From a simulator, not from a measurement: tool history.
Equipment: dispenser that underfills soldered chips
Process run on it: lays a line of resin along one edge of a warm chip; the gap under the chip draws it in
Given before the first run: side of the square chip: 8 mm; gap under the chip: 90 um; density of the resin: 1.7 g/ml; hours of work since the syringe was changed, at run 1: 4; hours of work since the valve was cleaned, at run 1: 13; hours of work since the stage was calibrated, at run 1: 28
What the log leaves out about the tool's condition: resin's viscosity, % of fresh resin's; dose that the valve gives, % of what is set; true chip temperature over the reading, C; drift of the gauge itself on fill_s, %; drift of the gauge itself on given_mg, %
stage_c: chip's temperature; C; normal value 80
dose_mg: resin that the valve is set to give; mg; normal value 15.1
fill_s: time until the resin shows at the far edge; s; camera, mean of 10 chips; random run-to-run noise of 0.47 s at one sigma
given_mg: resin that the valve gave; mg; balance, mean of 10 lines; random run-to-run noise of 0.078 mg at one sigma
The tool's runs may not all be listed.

run   hour  stage_c  dose_mg  hours of work since the syringe was changed  hours of work since the valve was cleaned  hours of work since the stage was calibrated  fill_s  given_mg
  1      0       80     15.1                                            4                                         13                                            28    46.4        15
  2    4.9       80     15.1                                            7                                         16                                            31    55.8     14.98
  3    8.5       80     15.1                                            9                                         18                                            33    63.2     14.94
        12  -- new syringe of resin
  4   16.9       80     16.6                                            3                                         23                                            39      41     16.31
  5   23.3       80     16.6                                            7                                         27                                            43    53.9     16.34
      30.8  -- new syringe of resin
  6   30.8       80     15.1                                            0                                         32                                            47    37.3     14.81
  7   35.8       80     15.1                                            3                                         35                                            50    44.2     14.71
  8   40.3       80     15.1                                            6                                         38                                            53    52.3     14.78
  9   45.3       80     15.1                                            9                                         41                                            56    63.8     14.68
      49.3  -- new syringe of resin
 10   52.1       80     15.1                                            2                                         45                                            60    39.7     14.74
 11   59.7       80       17                                            7                                         50                                            65    52.3     16.58
 12   67.3       80       17                                           11                                         54                                            70    69.5     16.44
      68.2  -- new syringe of resin
 13   75.7       69     15.1                                            5                                         59                                            75    70.7     14.49
 14   80.9       69     15.1                                            8                                         63                                            78    86.7     14.63
      87.2  -- new syringe of resin
 15   87.3       69     15.1                                            0                                         67                                            82    52.7     14.52
 16   95.4       69     16.7                                            5                                         72                                            87    72.1     16.06
 17   99.6       69     16.7                                            8                                         74                                            90    84.8     15.96
       106  -- new syringe of resin
 18  107.1       67     18.1                                            1                                         79                                            94    58.9     17.19
 19  114.8       84     19.4                                            5                                         84                                            99    43.9     18.47
 20  118.4       84     13.2                                            8                                         86                                           101    52.6     12.52
     124.9  -- new syringe of resin
 21  124.9       78     19.4                                            0                                         90                                           105    36.9     18.25
 22  130.4       78     19.4                                            3                                         93                                           109    45.5     18.33
 23  137.3       66     17.6                                            8                                         98                                           113      92     16.58
       144  -- new syringe of resin
 24  144.7       66     14.6                                            0                                        102                                           118      59     13.64
 25    150       79     14.7                                            4                                        105                                           121    46.8     13.83
 26  153.4       79     14.7                                            6                                        108                                           123    53.6     13.65
 27  158.5       85     14.7                                            9                                        111                                           126    54.5     13.78
     162.6  -- new syringe of resin
 28  162.6       91     17.7                                            0                                        113                                           129    24.5     16.35

Across each entry between runs, compare the hidden state at the last listed run before it with the hidden state at the first listed run after it:
After run 3, before run 4: new syringe of resin (hour 12)
  resin's viscosity, % of fresh resin's: 180.5 -> 119.6; dose that the valve gives, % of what is set: 98.81 -> 98.51; true chip temperature over the reading, C: 0.17 -> 0.18
  difference, measured minus the result without the unlogged condition, fill_s: +28.1 -> +6.6 s; given_mg: -0.18 -> -0.25 mg
After run 5, before run 6: new syringe of resin (hour 30.8)
  resin's viscosity, % of fresh resin's: 153.3 -> 102; dose that the valve gives, % of what is set: 98.26 -> 98; true chip temperature over the reading, C: 0.19 -> 0.2
  difference, measured minus the result without the unlogged condition, fill_s: +18.5 -> +0.5 s; given_mg: -0.29 -> -0.31 mg
After run 9, before run 10: new syringe of resin (hour 49.3)
  resin's viscosity, % of fresh resin's: 177.8 -> 111.6; dose that the valve gives, % of what is set: 97.46 -> 97.21; true chip temperature over the reading, C: 0.23 -> 0.24
  difference, measured minus the result without the unlogged condition, fill_s: +28 -> +4 s; given_mg: -0.39 -> -0.42 mg
After run 12, before run 13: new syringe of resin (hour 68.2)
  resin's viscosity, % of fresh resin's: 199.8 -> 135.7; dose that the valve gives, % of what is set: 96.63 -> 96.33; true chip temperature over the reading, C: 0.27 -> 0.28
  difference, measured minus the result without the unlogged condition, fill_s: +34.7 -> +18.5 s; given_mg: -0.57 -> -0.55 mg
After run 14, before run 15: new syringe of resin (hour 87.2)
  resin's viscosity, % of fresh resin's: 166 -> 101.7; dose that the valve gives, % of what is set: 96.14 -> 95.92; true chip temperature over the reading, C: 0.29 -> 0.3
  difference, measured minus the result without the unlogged condition, fill_s: +34.4 -> +0.6 s; given_mg: -0.58 -> -0.62 mg
After run 17, before run 18: new syringe of resin (hour 106)
  resin's viscosity, % of fresh resin's: 163.2 -> 105.8; dose that the valve gives, % of what is set: 95.42 -> 95.12; true chip temperature over the reading, C: 0.32 -> 0.33
  difference, measured minus the result without the unlogged condition, fill_s: +32.4 -> +2.7 s; given_mg: -0.77 -> -0.88 mg
After run 20, before run 21: new syringe of resin (hour 124.9)
  resin's viscosity, % of fresh resin's: 163.7 -> 100; dose that the valve gives, % of what is set: 94.67 -> 94.45; true chip temperature over the reading, C: 0.35 -> 0.36
  difference, measured minus the result without the unlogged condition, fill_s: +20.6 -> -0.3 s; given_mg: -0.7 -> -1.07 mg
After run 23, before run 24: new syringe of resin (hour 144)
  resin's viscosity, % of fresh resin's: 161 -> 103; dose that the valve gives, % of what is set: 93.93 -> 93.65; true chip temperature over the reading, C: 0.38 -> 0.39
  difference, measured minus the result without the unlogged condition, fill_s: +34.2 -> +1.6 s; given_mg: -1.08 -> -0.93 mg
After run 27, before run 28: new syringe of resin (hour 162.6)
  resin's viscosity, % of fresh resin's: 174.9 -> 99.7; dose that the valve gives, % of what is set: 93.12 -> 92.96; true chip temperature over the reading, C: 0.41 -> 0.42
  difference, measured minus the result without the unlogged condition, fill_s: +23 -> -0.3 s; given_mg: -1.02 -> -1.24 mg
